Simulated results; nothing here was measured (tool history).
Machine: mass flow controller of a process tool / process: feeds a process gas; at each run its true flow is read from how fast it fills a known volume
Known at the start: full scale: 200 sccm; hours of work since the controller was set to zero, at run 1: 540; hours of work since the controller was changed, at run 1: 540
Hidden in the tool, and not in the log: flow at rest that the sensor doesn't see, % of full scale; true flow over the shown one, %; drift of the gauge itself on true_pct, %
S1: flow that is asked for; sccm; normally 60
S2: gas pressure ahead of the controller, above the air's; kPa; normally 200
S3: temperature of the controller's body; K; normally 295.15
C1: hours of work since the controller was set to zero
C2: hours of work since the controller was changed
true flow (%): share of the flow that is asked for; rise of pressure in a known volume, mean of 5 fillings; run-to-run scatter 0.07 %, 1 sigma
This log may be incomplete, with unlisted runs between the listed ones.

run 1 hour=0.0 | S1=60 S2=200 S3=295.15 | C1=540 C2=540 | true_flow_(%)=99.13
run 2 hour=79.2 | S1=60 S2=200 S3=295.15 | C1=602 C2=602 | true_flow_(%)=99.03
run 3 hour=140.6 | S1=60 S2=200 S3=295.15 | C1=651 C2=651 | true_flow_(%)=98.89
run 4 hour=185.4 | S1=60 S2=200 S3=295.15 | C1=686 C2=686 | true_flow_(%)=99.16
run 5 hour=236.6 | S1=60 S2=200 S3=295.15 | C1=727 C2=727 | true_flow_(%)=99.02
-- hour=244.1 controller's zero set anew
run 6 hour=317.9 | S1=60 S2=200 S3=295.15 | C1=58 C2=790 | true_flow_(%)=99.07
run 7 hour=379.1 | S1=60 S2=200 S3=295.15 | C1=107 C2=839 | true_flow_(%)=98.97
run 8 hour=425.4 | S1=60 S2=200 S3=295.15 | C1=143 C2=875 | true_flow_(%)=99.09
run 9 hour=486.6 | S1=60 S2=157 S3=295.15 | C1=191 C2=924 | true_flow_(%)=98.90
-- hour=493.2 controller's zero set anew, once more
run 10 hour=533.8 | S1=60 S2=157 S3=295.15 | C1=32 C2=960 | true_flow_(%)=99.16
run 11 hour=608.8 | S1=159 S2=148 S3=295.15 | C1=91 C2=1020 | true_flow_(%)=99.70
run 12 hour=689.7 | S1=60 S2=185 S3=301.15 | C1=155 C2=1083 | true_flow_(%)=99.57
run 13 hour=748.3 | S1=86 S2=185 S3=309.15 | C1=201 C2=1130 | true_flow_(%)=100.52
run 14 hour=817.4 | S1=86 S2=185 S3=309.15 | C1=256 C2=1184 | true_flow_(%)=100.57
run 15 hour=855.3 | S1=86 S2=185 S3=309.15 | C1=286 C2=1214 | true_flow_(%)=100.61

Each row is a separate what-if for the run after 15, all from the same tool condition, not one after another. Results?
run A hour=908.8 | S1=60 S2=200 S3=306.15 | C1=328 C2=1256 | true_flow_(%)=?
run B hour=908.8 | S1=60 S2=157 S3=300.15 | C1=328 C2=1256 | true_flow_(%)=?
run C hour=908.8 | S1=60 S2=186 S3=295.15 | C1=328 C2=1256 | true_flow_(%)=?
run D hour=908.8 | S1=68 S2=185 S3=303.15 | C1=328 C2=1256 | true_flow_(%)=?
run E hour=908.8 | S1=60 S2=198 S3=295.15 | C1=328 C2=1256 | true_flow_(%)=?

run=A true_flow_(%)=100.16
run=B true_flow_(%)=99.57
run=C true_flow_(%)=99.37
run=D true_flow_(%)=99.95
run=E true_flow_(%)=99.24
Without the tool's unlogged condition, the same runs would have read:
run=A true_flow_(%)=99.96
run=B true_flow_(%)=99.37
run=C true_flow_(%)=99.16
run=D true_flow_(%)=99.74
run=E true_flow_(%)=99.04

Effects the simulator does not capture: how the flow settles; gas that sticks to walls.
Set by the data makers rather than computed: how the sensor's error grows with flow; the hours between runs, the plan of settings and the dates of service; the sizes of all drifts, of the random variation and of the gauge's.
